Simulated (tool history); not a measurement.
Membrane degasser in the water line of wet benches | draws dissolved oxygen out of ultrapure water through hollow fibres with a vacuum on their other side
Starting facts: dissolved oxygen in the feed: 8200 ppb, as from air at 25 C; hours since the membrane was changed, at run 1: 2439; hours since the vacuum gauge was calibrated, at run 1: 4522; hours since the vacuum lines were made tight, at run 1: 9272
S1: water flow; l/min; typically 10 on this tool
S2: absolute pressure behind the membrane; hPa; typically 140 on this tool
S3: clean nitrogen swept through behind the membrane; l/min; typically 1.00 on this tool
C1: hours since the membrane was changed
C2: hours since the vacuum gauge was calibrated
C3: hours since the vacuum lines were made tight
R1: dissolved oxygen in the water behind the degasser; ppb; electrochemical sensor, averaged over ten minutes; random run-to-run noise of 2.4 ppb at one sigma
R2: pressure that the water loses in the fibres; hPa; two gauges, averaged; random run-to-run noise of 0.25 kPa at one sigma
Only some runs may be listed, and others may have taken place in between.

run	hour	S1	S2	S3	C1	C2	C3	R1	R2
1	0.0	10	140	1.00	2439	4522	9272	270.9	674.5
2	81.2	10	140	0.45	2520	4603	9353	524.2	670.7
3	180.5	10	140	0.45	2619	4703	9452	528.6	670.4
4	252.8	10	321	0.45	2691	4775	9525	1287.3	672.0
5	313.3	10	321	0.45	2752	4835	9585	1275.9	673.4
6	357.7	10	140	1.00	2796	4880	9629	270.0	673.8
7	443.3	10	140	1.00	2882	4965	9715	271.2	671.9
8	520.3	10	140	1.20	2959	5042	9792	229.2	674.0
9	614.8	10	140	1.00	3053	5137	9887	267.3	673.1
10	710.2	10	140	1.00	3149	5232	9982	273.1	674.4
11	785.0	10	140	1.18	3224	5307	10057	235.1	672.3
12	830.9	10	140	1.18	3270	5353	10103	234.1	678.1
13	921.9	10	248	0.59	3360	5444	10194	798.8	677.9
14	1010.2	10	175	0.82	3449	5532	10282	425.3	673.0
15	1078.9	10	159	0.73	3517	5601	10351	422.6	677.8
16	1122.8	14	335	0.57	3561	5645	10395	1427.9	946.2
17	1171.3	14	91	0.55	3610	5693	10443	356.3	943.5
18	1222.1	8	292	0.48	3661	5744	10494	944.1	537.2
19	1324.5	8	117	0.54	3763	5847	10596	304.8	542.4
20	1395.0	13	332	1.41	3834	5917	10667	664.5	879.6

Branching from run 20: 3 alternative next runs. What would each branch give?
A	1474.8	13	99	1.41	3913	5997	10747	?	?
B	1474.8	16	140	1.00	3913	5997	10747	?	?
C	1474.8	11	332	1.23	3913	5997	10747	?	?

run	R1	R2
A	176.4	883.5
B	436.3	1081.7
C	630.0	745.6
What these runs would have given with no unlogged condition in the tool:
run	R1	R2
A	161.9	858.0
B	412.7	1050.5
C	596.7	724.0
